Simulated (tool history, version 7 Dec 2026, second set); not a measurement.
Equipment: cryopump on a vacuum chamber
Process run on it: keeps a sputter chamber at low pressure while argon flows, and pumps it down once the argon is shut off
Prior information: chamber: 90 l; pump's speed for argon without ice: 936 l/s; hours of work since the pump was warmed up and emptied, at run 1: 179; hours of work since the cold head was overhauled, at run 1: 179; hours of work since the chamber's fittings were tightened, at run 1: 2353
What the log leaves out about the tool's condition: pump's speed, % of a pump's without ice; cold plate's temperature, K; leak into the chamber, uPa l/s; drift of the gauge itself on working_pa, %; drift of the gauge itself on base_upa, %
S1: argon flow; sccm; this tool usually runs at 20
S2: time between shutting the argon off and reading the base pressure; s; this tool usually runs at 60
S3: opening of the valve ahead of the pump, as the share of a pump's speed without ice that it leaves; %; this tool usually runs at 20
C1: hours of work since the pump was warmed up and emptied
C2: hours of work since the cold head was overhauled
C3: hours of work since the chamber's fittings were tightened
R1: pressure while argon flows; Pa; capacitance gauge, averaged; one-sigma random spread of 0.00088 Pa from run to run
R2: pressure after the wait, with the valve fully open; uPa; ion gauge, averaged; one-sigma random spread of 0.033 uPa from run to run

run	hour	S1	S2	S3	C1	C2	C3	R1	R2
1	0	20	60	20	179	179	2353	0.1834	5.38
2	9.2	20	60	20	184	184	2358	0.1825	5.51
3	27.7	30	60	20	194	194	2369	0.2752	5.45
4	37.3	30	60	20	199	199	2374	0.2744	5.75
5	55.4	30	60	20	209	209	2384	0.2722	5.68
6	65	30	60	20	215	215	2389	0.2757	5.82
7	72.5	30	60	20	219	219	2394	0.2723	5.62
8	81.7	30	22	20	224	224	2399	0.2739	8.34
# hour 90.5: leaking fittings of the chamber tightened, without venting
9	91.5	30	22	20	228	228	1	0.2747	4.33
10	107.8	20	60	20	237	237	10	0.183	1.87
11	115.5	16	187	20	242	242	14	0.1466	0.92
12	123.9	31	142	20	246	246	19	0.2845	1.07
13	131.6	15	60	21	250	250	23	0.132	1.86
14	145.2	18	60	21	258	258	30	0.1571	1.91
15	156.4	18	36	21	264	264	37	0.1575	2.88
16	165.7	9	67	54	269	269	42	0.0312	1.82
17	181.5	16	70	31	278	278	50	0.096	1.78
18	196.4	16	70	31	286	286	59	0.0953	1.81
19	212.5	28	69	31	295	295	68	0.1691	1.83
20	224.2	25	29	41	302	302	74	0.1134	3.55

3 options for the next run, each taken on its own from the tool as it stands now. Forecast them:
A	238.1	40	39	33	310	310	82	?	?
B	238.1	24	164	22	310	310	82	?	?
C	238.1	12	60	20	310	310	82	?	?

run	R1	R2
A	0.2256	2.78
B	0.2013	1.12
C	0.1085	2.05
The same runs, with their run-to-run variation unchanged, on a tool lacking any hidden condition would have given:
run	R1	R2
A	0.2183	2.52
B	0.1969	0.86
C	0.1063	1.79
